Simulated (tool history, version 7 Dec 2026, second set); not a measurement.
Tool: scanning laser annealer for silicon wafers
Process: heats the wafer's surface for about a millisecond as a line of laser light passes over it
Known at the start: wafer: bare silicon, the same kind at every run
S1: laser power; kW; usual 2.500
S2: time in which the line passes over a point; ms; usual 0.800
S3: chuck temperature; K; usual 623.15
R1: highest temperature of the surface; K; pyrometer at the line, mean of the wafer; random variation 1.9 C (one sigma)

run	hour	S1	S2	S3	R1
1	0.0	2.500	0.800	623.15	1369.15
2	17.3	2.500	0.800	612.15	1361.15
# hour 21.1: window over the wafer cleaned
3	37.4	2.500	0.800	612.15	1396.15
4	51.1	2.500	0.800	659.15	1441.15
5	71.9	2.500	0.668	623.15	1347.15
6	82.3	2.500	0.720	623.15	1368.15
# hour 87.3: laser's power meter calibrated
7	102.5	2.233	0.720	623.15	1288.15
8	118.3	2.233	0.720	623.15	1289.15
9	141.4	2.233	0.720	623.15	1287.15
10	160.5	2.233	0.720	623.15	1286.15
# hour 185.4: laser's power meter calibrated, once more
11	185.4	2.672	0.664	641.15	1406.15
12	201.1	2.490	0.725	652.15	1390.15
13	224.1	2.500	0.705	631.15	1363.15
14	234.5	2.285	0.800	623.15	1331.15
15	245.0	2.228	0.985	586.15	1338.15
16	264.3	2.228	0.985	586.15	1335.15
17	274.4	2.347	0.571	623.15	1248.15
18	284.5	2.375	0.800	649.15	1382.15
19	297.7	2.500	0.858	658.15	1451.15
20	312.6	2.500	0.858	658.15	1451.15

5 ways to go on from here, each from the tool as it stands after run 20. What would each give?
A	323.8	2.491	0.858	658.15	?
B	323.8	2.251	0.642	619.15	?
C	323.8	2.500	0.703	623.15	?
D	323.8	2.223	0.956	658.15	?
E	323.8	2.546	0.708	600.15	?

run	R1
A	1446.15
B	1252.15
C	1348.15
D	1396.15
E	1343.15
Without the tool's hidden state the same runs would have given:
run	R1
A	1465.15
B	1267.15
C	1365.15
D	1413.15
E	1361.15
